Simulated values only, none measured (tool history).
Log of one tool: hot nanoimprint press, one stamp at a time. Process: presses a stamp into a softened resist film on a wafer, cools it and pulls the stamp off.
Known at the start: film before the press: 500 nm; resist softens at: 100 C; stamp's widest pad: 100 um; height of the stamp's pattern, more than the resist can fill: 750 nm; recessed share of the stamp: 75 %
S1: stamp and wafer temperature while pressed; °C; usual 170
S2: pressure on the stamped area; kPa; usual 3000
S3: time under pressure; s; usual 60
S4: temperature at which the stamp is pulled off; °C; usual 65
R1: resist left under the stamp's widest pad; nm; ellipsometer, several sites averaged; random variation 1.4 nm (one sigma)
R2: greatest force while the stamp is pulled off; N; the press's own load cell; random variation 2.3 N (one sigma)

| run | day | S1 | S2 | S3 | S4 | R1 | R2 |
|---|---|---|---|---|---|---|---|
| 1 | 0 | 170 | 3000 | 60 | 65 | 229.6 | 127 |
| 2 | 2.638 | 170 | 3000 | 60 | 65 | 230.7 | 132 |
|  | 4.25 | stamp cleaned and given a new release coat |
| 3 | 6.15 | 170 | 3000 | 60 | 65 | 230.5 | 117 |
| 4 | 9.454 | 170 | 3000 | 60 | 65 | 230.7 | 129 |
| 5 | 11.762 | 170 | 3000 | 60 | 65 | 230.5 | 137 |
|  | 13.192 | stamp cleaned and given a new release coat |
| 6 | 15.358 | 170 | 3000 | 60 | 65 | 233.1 | 120 |
|  | 16.596 | plate thermocouple calibrated |
| 7 | 17.512 | 170 | 3000 | 60 | 65 | 221.2 | 127 |
| 8 | 20.267 | 170 | 3000 | 60 | 65 | 220 | 133 |
|  | 22.171 | stamp cleaned and given a new release coat |
| 9 | 23.771 | 170 | 3000 | 60 | 65 | 224.7 | 124 |
| 10 | 26.762 | 170 | 3000 | 60 | 69 | 220.9 | 123 |
| 11 | 28.833 | 170 | 3000 | 60 | 69 | 224.7 | 128 |
|  | 31.021 | stamp cleaned and given a new release coat |
| 12 | 31.75 | 170 | 3000 | 60 | 69 | 220.5 | 114 |
| 13 | 33.683 | 170 | 3000 | 60 | 69 | 227.3 | 119 |
| 14 | 37.854 | 170 | 3000 | 60 | 69 | 228.2 | 128 |
|  | 39.971 | stamp cleaned and given a new release coat |
|  | 40.304 | press's hydraulic seals changed and the load cell set to zero |
| 15 | 41.188 | 170 | 3000 | 60 | 69 | 227.3 | 113 |
| 16 | 45.212 | 178 | 2630 | 60 | 61 | 159.9 | 129 |
| 17 | 48.688 | 170 | 3000 | 47 | 69 | 250 | 130 |
|  | 49.129 | stamp cleaned and given a new release coat |
| 18 | 51.025 | 169 | 2870 | 34 | 65 | 298.5 | 123 |
| 19 | 53.667 | 172 | 2950 | 54 | 59 | 216.2 | 135 |
| 20 | 57.454 | 172 | 2950 | 54 | 59 | 217.6 | 140 |
|  | 58.029 | stamp cleaned and given a new release coat |
| 21 | 60.021 | 175 | 3000 | 60 | 65 | 179.5 | 122 |
| 22 | 62.696 | 170 | 3000 | 60 | 52 | 232.5 | 133 |
| 23 | 65.454 | 168 | 2670 | 55 | 69 | 276.2 | 127 |
|  | 67.033 | stamp cleaned and given a new release coat |
| 24 | 67.571 | 168 | 2670 | 55 | 69 | 279.6 | 114 |
|  | 69.142 | plate thermocouple calibrated |
| 25 | 69.6 | 168 | 2670 | 55 | 69 | 256.2 | 118 |
| 26 | 73.838 | 168 | 2670 | 55 | 69 | 256.5 | 128 |
|  | 76.083 | stamp cleaned and given a new release coat |
| 27 | 77.421 | 168 | 2670 | 55 | 69 | 259.9 | 113 |
| 28 | 80.146 | 168 | 2670 | 55 | 69 | 262.4 | 123 |

Forecast each of these 4 alternatives for the next run:
| A | 81.912 | 168 | 4720 | 55 | 69 | ? | ? |
| B | 81.912 | 159 | 3000 | 60 | 71 | ? | ? |
| C | 81.912 | 163 | 3000 | 111 | 65 | ? | ? |
| D | 81.912 | 168 | 2670 | 69 | 69 | ? | ? |

| run | R1 | R2 |
|---|---|---|
| A | 208.7 | 122 |
| B | 359.1 | 123 |
| C | 250.6 | 127 |
| D | 243.5 | 128 |
Without the tool's hidden state the same runs would have given:
| run | R1 | R2 |
|---|---|---|
| A | 203.7 | 110 |
| B | 354.1 | 110 |
| C | 245.5 | 114 |
| D | 238.9 | 115 |
